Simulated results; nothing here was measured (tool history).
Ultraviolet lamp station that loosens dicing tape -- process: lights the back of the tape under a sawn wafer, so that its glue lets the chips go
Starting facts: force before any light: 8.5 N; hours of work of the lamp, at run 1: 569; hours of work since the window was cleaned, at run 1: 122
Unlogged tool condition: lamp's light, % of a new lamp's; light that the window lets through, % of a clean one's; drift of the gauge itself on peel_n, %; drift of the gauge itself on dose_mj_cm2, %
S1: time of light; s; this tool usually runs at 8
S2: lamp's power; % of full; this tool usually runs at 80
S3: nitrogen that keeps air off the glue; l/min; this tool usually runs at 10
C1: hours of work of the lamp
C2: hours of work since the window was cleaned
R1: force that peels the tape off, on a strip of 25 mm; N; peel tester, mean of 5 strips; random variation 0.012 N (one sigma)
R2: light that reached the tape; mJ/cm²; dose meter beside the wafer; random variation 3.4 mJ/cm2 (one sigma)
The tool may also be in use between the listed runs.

| run | hour | S1 | S2 | S3 | C1 | C2 | R1 | R2 |
|---|---|---|---|---|---|---|---|---|
| 1 | 0 | 8 | 80 | 10 | 569 | 122 | 0.517 | 553 |
| 2 | 54.2 | 8 | 80 | 10 | 591 | 144 | 0.527 | 553 |
| 3 | 95.6 | 12 | 80 | 10 | 608 | 160 | 0.186 | 823 |
| 4 | 127.9 | 12 | 80 | 10 | 621 | 174 | 0.19 | 831 |
| 5 | 185.1 | 12 | 80 | 10 | 644 | 197 | 0.186 | 831 |
| 6 | 254.1 | 12 | 80 | 10 | 672 | 224 | 0.188 | 834 |
|  | 275.7 | lamp changed |
| 7 | 288.7 | 6 | 80 | 10 | 5 | 238 | 1.038 | 417 |
| 8 | 353.2 | 8 | 79 | 10 | 31 | 264 | 0.551 | 548 |
|  | 374.7 | window cleaned of glue's vapour |
| 9 | 407.9 | 8 | 82 | 10 | 53 | 13 | 0.521 | 573 |
| 10 | 460.9 | 8 | 82 | 10 | 75 | 35 | 0.488 | 570 |
| 11 | 513.8 | 6 | 72 | 18 | 96 | 56 | 0.855 | 375 |
| 12 | 567.4 | 8 | 76 | 4 | 118 | 78 | 1.344 | 527 |
| 13 | 598.4 | 8 | 88 | 10 | 130 | 90 | 0.397 | 610 |
| 14 | 666.4 | 8 | 88 | 10 | 157 | 118 | 0.425 | 612 |
| 15 | 733.8 | 8 | 80 | 5 | 185 | 145 | 0.979 | 549 |
| 16 | 769.8 | 8 | 64 | 10 | 199 | 160 | 0.881 | 443 |
| 17 | 811.3 | 7 | 80 | 10 | 216 | 176 | 0.741 | 485 |

4 ways to go on from here, each from the tool as it stands after run 17. What would each give?
| A | 850.5 | 7 | 91 | 19 | 232 | 192 | ? | ? |
| B | 850.5 | 7 | 63 | 18 | 232 | 192 | ? | ? |
| C | 850.5 | 8 | 93 | 10 | 232 | 192 | ? | ? |
| D | 850.5 | 11 | 94 | 11 | 232 | 192 | ? | ? |

| run | R1 | R2 |
|---|---|---|
| A | 0.309 | 548 |
| B | 0.81 | 387 |
| C | 0.348 | 639 |
| D | 0.133 | 903 |
With the hidden condition removed and each run's random variation left untouched, the same runs would have given:
| run | R1 | R2 |
|---|---|---|
| A | 0.309 | 548 |
| B | 0.809 | 387 |
| C | 0.347 | 640 |
| D | 0.133 | 903 |
